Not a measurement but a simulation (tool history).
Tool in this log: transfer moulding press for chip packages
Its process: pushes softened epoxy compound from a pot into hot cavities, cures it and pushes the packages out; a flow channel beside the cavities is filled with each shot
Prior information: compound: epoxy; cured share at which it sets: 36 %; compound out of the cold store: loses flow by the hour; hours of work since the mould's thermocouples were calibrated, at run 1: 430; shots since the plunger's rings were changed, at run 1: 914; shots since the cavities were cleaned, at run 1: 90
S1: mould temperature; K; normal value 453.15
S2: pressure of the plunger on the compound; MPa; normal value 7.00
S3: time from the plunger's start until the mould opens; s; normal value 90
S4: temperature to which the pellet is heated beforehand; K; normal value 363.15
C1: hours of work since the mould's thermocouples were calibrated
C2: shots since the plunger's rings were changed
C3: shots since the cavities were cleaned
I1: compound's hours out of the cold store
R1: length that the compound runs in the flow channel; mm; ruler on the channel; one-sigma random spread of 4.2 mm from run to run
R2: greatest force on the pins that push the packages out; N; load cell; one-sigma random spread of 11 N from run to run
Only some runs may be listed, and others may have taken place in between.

run     day      S1    S2   S3      S4   C1    C2   C3    I1   R1    R2
  1   0.000  453.15  7.00   90  363.15  430   914   90  10.3  997   647
      1.479  -- cavities cleaned with cleaning compound and waxed
  2   1.692  453.15  7.00   90  363.15  457  1454   71  47.5  796   894
      3.217  -- cavities cleaned with cleaning compound and waxed
  3   3.288  453.15  7.00   90  363.15  483  1962   24  26.8  888   558
      4.783  -- cavities cleaned with cleaning compound and waxed, once more
  4   5.138  453.15  7.00   90  363.15  513  2554  118  22.2  907   633
  5   6.246  453.15  7.00   90  363.15  532  2921  485  37.2  824   809
      6.562  -- cavities cleaned with cleaning compound and waxed
  6   7.171  453.15  7.00   90  363.15  546  3206  201  43.9  796   653
  7   8.054  453.15  7.00  100  363.15  561  3499  494  35.2  839   693
      8.292  -- cavities cleaned with cleaning compound and waxed
  8   9.446  449.15  7.00  100  363.15  583  3938  381  16.8  938   882
     10.038  -- cavities cleaned with cleaning compound and waxed
  9  10.404  453.15  7.00   90  363.15  598  4236  123  42.4  791   607
     11.454  -- mould's thermocouples calibrated
     11.875  -- cavities cleaned with cleaning compound and waxed
 10  12.308  453.15  6.45   90  363.15   13  4818  143  28.7  808   588
     12.567  -- plunger's sealing rings changed
     13.758  -- cavities cleaned with cleaning compound and waxed
 11  13.950  453.15  8.39   90  363.15   38   437   63  33.0  960   538
     15.492  -- cavities cleaned with cleaning compound and waxed
 12  15.592  453.15  5.60   90  363.15   65   960   32  46.9  716   477
 13  16.554  453.15  7.00   90  363.15   81  1279  351  22.6  920   745
     17.296  -- cavities cleaned with cleaning compound and waxed
 14  18.212  456.15  6.12   90  354.15  108  1808  304  29.8  814   634
     19.100  -- cavities cleaned with cleaning compound and waxed
 15  19.383  451.15  6.37   78  367.15  126  2175   94  14.7  912   981
     20.942  -- cavities cleaned with cleaning compound and waxed
 16  21.042  457.15  6.75  116  356.15  153  2703   33  46.6  760   375
 17  22.483  449.15  6.75  116  367.15  178  3181  511  38.3  814   678
     22.762  -- cavities cleaned with cleaning compound and waxed
 18  23.617  459.15  6.75   78  367.15  196  3535  283  22.1  871   658
     24.538  -- cavities cleaned with cleaning compound and waxed
 19  25.112  456.15  7.30   99  363.15  220  4010  190  45.1  786   516
 20  26.112  456.15  7.38   99  355.15  237  4341  521  11.0  968   669
     26.312  -- cavities cleaned with cleaning compound and waxed
 21  27.079  456.15  7.38   99  355.15  252  4641  255  44.8  784   548
     27.825  -- plunger's sealing rings changed
     28.142  -- cavities cleaned with cleaning compound and waxed
 22  28.367  453.15  7.37   78  367.15  271   158   75  29.9  918   788
 23  29.592  453.15  7.37   78  367.15  291   563  480  23.8  947  1087
     29.929  -- cavities cleaned with cleaning compound and waxed
 24  30.850  453.15  6.66   78  363.15  312   960  305  15.2  942  1086
     31.692  -- cavities cleaned with cleaning compound and waxed
 25  32.333  453.15  6.66   78  363.15  335  1431  213  45.2  790   876
     33.525  -- cavities cleaned with cleaning compound and waxed
 26  34.142  453.15  7.00   72  372.15  365  2008  204  43.2  809   993

Each row is a separate what-if for the run after 26, all from the same tool condition, not one after another. Results?
     35.271  -- cavities cleaned with cleaning compound and waxed
  A  35.871  453.15  6.56  72  372.15  393  2560  199  41.6   ?   ?
     35.271  -- cavities cleaned with cleaning compound and waxed
  B  35.871  459.15  7.00  72  372.15  393  2560  199  47.6   ?   ?
     35.271  -- cavities cleaned with cleaning compound and waxed
  C  35.871  455.15  6.13  90  363.15  393  2560  199  27.2   ?   ?

run   R1    R2
  A  781  1011
  B  766   678
  C  818   598
With the hidden condition removed and each run's random variation left untouched, the same runs would have given:
run   R1   R2
  A  802  721
  B  787  490
  C  841  435
